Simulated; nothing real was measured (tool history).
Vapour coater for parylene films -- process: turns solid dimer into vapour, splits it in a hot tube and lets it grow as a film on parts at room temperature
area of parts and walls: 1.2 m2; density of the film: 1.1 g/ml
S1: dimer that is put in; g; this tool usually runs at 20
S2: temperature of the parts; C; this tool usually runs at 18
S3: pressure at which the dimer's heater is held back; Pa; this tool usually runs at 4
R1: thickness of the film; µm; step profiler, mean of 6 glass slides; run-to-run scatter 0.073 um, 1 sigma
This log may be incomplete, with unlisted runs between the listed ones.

| run | hour | S1 | S2 | S3 | R1 |
|---|---|---|---|---|---|
| 1 | 0 | 20 | 18 | 4 | 7.72 |
| 2 | 11 | 20 | 18 | 4 | 7.7 |
|  | 24.8 | trap's valve overhauled |
| 3 | 26.4 | 20 | 18 | 4 | 8.69 |
| 4 | 39.2 | 20 | 18 | 4 | 8.74 |
| 5 | 51.5 | 20 | 18 | 4.27 | 8.54 |
| 6 | 62.6 | 20 | 18 | 4.48 | 8.5 |
| 7 | 75 | 20 | 18 | 4 | 8.6 |
| 8 | 86.4 | 20 | 18 | 4 | 8.62 |
| 9 | 97 | 20 | 18 | 4 | 8.61 |
| 10 | 110.5 | 20 | 18 | 4 | 8.64 |
| 11 | 131.1 | 20 | 18 | 2.99 | 9 |
| 12 | 143.9 | 20 | 22 | 4.34 | 7.42 |
| 13 | 154 | 20 | 22 | 4.34 | 7.47 |
| 14 | 171.8 | 12 | 20 | 3.52 | 4.9 |
|  | 174 | table's thermometer calibrated |
| 15 | 182.4 | 18 | 25 | 3.12 | 6.41 |
| 16 | 196.9 | 25 | 26 | 4 | 8.29 |
| 17 | 215.2 | 20 | 22 | 4 | 7.36 |
| 18 | 232.6 | 21 | 21 | 2.15 | 8.76 |
| 19 | 244.7 | 17 | 17 | 4 | 7.23 |
|  | 259 | table's thermometer calibrated, once more |
| 20 | 265.7 | 17 | 17 | 4 | 7.26 |
| 21 | 280.6 | 20 | 12 | 5.29 | 9.39 |
| 22 | 295.7 | 22 | 12 | 4.72 | 10.57 |

Each row is a separate what-if for the run after 22, all from the same tool condition, not one after another. Results?
| A | 310 | 24 | 12 | 7.39 | ? |
| B | 310 | 16 | 12 | 5.73 | ? |
| C | 310 | 11 | 26 | 7.05 | ? |
| D | 310 | 22 | 17 | 4.79 | ? |

| run | R1 |
|---|---|
| A | 10.46 |
| B | 7.34 |
| C | 3.13 |
| D | 8.9 |
Stripped of hidden state, with their random variation kept, the same runs would have yielded:
| run | R1 |
|---|---|
| A | 11.23 |
| B | 7.88 |
| C | 3.36 |
| D | 9.56 |

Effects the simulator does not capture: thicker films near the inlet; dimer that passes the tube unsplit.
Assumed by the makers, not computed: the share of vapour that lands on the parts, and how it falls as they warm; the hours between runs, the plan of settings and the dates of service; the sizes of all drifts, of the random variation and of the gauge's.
